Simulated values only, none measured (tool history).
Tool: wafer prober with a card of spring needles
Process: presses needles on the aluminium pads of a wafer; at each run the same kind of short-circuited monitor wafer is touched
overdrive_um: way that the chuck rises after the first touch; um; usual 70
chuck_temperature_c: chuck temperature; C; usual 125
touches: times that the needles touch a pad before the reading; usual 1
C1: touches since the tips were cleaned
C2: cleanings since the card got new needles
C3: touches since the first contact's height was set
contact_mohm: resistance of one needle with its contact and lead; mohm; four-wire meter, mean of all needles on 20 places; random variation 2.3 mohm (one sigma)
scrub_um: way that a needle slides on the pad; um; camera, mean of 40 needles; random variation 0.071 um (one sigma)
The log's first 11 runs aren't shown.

At hour 114.3: tips cleaned on abrasive film.
Run 12, hour 121.8: usual settings but overdrive_um 69 um; C1 2631; C2 17; C3 170808. Result: contact_mohm 321 mohm, scrub_um 17.6 um.
At hour 123.1: height of the first contact set anew.
Run 13, hour 134.4: usual settings but overdrive_um 69 um; C1 6906; C2 17; C3 3957. Result: contact_mohm 355 mohm, scrub_um 17.34 um.
At hour 139.6: tips cleaned on abrasive film.
Run 14, hour 145.8: usual settings but overdrive_um 69 um; C1 2150; C2 18; C3 7912. Result: contact_mohm 314 mohm, scrub_um 17.5 um.
Run 15, hour 160.2: usual settings but overdrive_um 69 um; C1 7179; C2 18; C3 12941. Result: contact_mohm 351 mohm, scrub_um 17.41 um.
At hour 164.7: tips cleaned on abrasive film.
Run 16, hour 172.8: usual settings but overdrive_um 69 um; C1 2809; C2 19; C3 17306. Result: contact_mohm 324 mohm, scrub_um 17.51 um.
At hour 175.1: height of the first contact set anew, once more.
Run 17, hour 179.5: usual settings; C1 5043; C2 19; C3 1507. Result: contact_mohm 334 mohm, scrub_um 18.36 um.
At hour 189.7: tips cleaned on abrasive film.
Run 18, hour 193.6: usual settings but overdrive_um 59 um, chuck_temperature_c 35 C; C1 1362; C2 20; C3 6410. Result: contact_mohm 299 mohm, scrub_um 15.33 um.
Run 19, hour 199.6: usual settings but overdrive_um 59 um, chuck_temperature_c 35 C; C1 3475; C2 20; C3 8523. Result: contact_mohm 351 mohm, scrub_um 15.29 um.
Run 20, hour 212.1: usual settings but overdrive_um 59 um, chuck_temperature_c 35 C; C1 7837; C2 20; C3 12885. Result: contact_mohm 379 mohm, scrub_um 15.37 um.
At hour 214.1: tips cleaned on abrasive film.
Run 21, hour 226.2: usual settings but overdrive_um 59 um, chuck_temperature_c 35 C; C1 4237; C2 21; C3 17770. Result: contact_mohm 352 mohm, scrub_um 15.32 um.
Run 22, hour 233.2: usual settings but chuck_temperature_c 27 C, touches 2; C1 6702; C2 21; C3 20235. Result: contact_mohm 292 mohm, scrub_um 18.23 um.
At hour 239.3: tips cleaned on abrasive film.
Run 23, hour 240.2: usual settings but overdrive_um 87 um; C1 321; C2 22; C3 22646. Result: contact_mohm 257 mohm, scrub_um 22.56 um.
Run 24, hour 246.4: usual settings but overdrive_um 87 um; C1 2484; C2 22; C3 24809. Result: contact_mohm 291 mohm, scrub_um 22.68 um.
Run 25, hour 260.4: usual settings but overdrive_um 87 um; C1 7386; C2 22; C3 29711. Result: contact_mohm 315 mohm, scrub_um 22.58 um.
At hour 264: tips cleaned on abrasive film.
Run 26, hour 273.4: usual settings but overdrive_um 78 um, chuck_temperature_c 54 C; C1 3289; C2 23; C3 34223. Result: contact_mohm 302 mohm, scrub_um 20.36 um.
Run 27, hour 287.5: usual settings but overdrive_um 61 um, chuck_temperature_c 26 C; C1 8188; C2 23; C3 39122. Result: contact_mohm 375 mohm, scrub_um 15.82 um.
At hour 288.3: tips cleaned on abrasive film.
Run 28, hour 296.5: usual settings but overdrive_um 88 um, chuck_temperature_c 98 C, touches 2; C1 2859; C2 24; C3 42254. Result: contact_mohm 274 mohm, scrub_um 22.8 um.
Run 29, hour 305.9: usual settings but overdrive_um 62 um, chuck_temperature_c 98 C, touches 2; C1 6141; C2 24; C3 45536. Result: contact_mohm 314 mohm, scrub_um 16.12 um.
At hour 312.6: tips cleaned on abrasive film.
Run 30, hour 314.2: usual settings but overdrive_um 62 um, chuck_temperature_c 98 C, touches 2; C1 560; C2 25; C3 48407. Result: contact_mohm 268 mohm, scrub_um 15.95 um.
Run 31, hour 327.8: usual settings but overdrive_um 84 um, chuck_temperature_c 91 C, touches 2; C1 5311; C2 25; C3 53158. Result: contact_mohm 283 mohm, scrub_um 21.58 um.
At hour 337.8: tips cleaned on abrasive film.
Run 32, hour 342.4: usual settings but overdrive_um 84 um, chuck_temperature_c 91 C, touches 2; C1 1606; C2 26; C3 58210. Result: contact_mohm 265 mohm, scrub_um 21.76 um.
Run 33, hour 356.1: usual settings but overdrive_um 84 um, chuck_temperature_c 91 C, touches 2; C1 6407; C2 26; C3 63011. Result: contact_mohm 286 mohm, scrub_um 21.8 um.

5 ways to go on from here, each from the tool as it stands after run 33. What would each give?
At hour 362.4: tips cleaned on abrasive film.
Run A, hour 364.8: usual settings but chuck_temperature_c 25 C, touches 2; C1 829; C2 27; C3 66013. Result: contact_mohm ?, scrub_um ?.
At hour 362.4: tips cleaned on abrasive film.
Run B, hour 364.8: usual settings but overdrive_um 67 um, chuck_temperature_c 91 C, touches 2; C1 829; C2 27; C3 66013. Result: contact_mohm ?, scrub_um ?.
At hour 362.4: tips cleaned on abrasive film.
Run C, hour 364.8: usual settings but touches 2; C1 829; C2 27; C3 66013. Result: contact_mohm ?, scrub_um ?.
At hour 362.4: tips cleaned on abrasive film.
Run D, hour 364.8: usual settings but overdrive_um 56 um, touches 2; C1 829; C2 27; C3 66013. Result: contact_mohm ?, scrub_um ?.
At hour 362.4: tips cleaned on abrasive film.
Run E, hour 364.8: usual settings but overdrive_um 84 um, chuck_temperature_c 79 C, touches 2; C1 829; C2 27; C3 66013. Result: contact_mohm ?, scrub_um ?.

run  contact_mohm  scrub_um
  A           250     18.01
  B           268      17.2
  C           276     17.92
  D           287     14.45
  E           256     21.75
Without the tool's hidden state the same runs would have given:
run  contact_mohm  scrub_um
  A           227     18.18
  B           246     17.37
  C           256     18.09
  D           258     14.62
  E           241     21.93
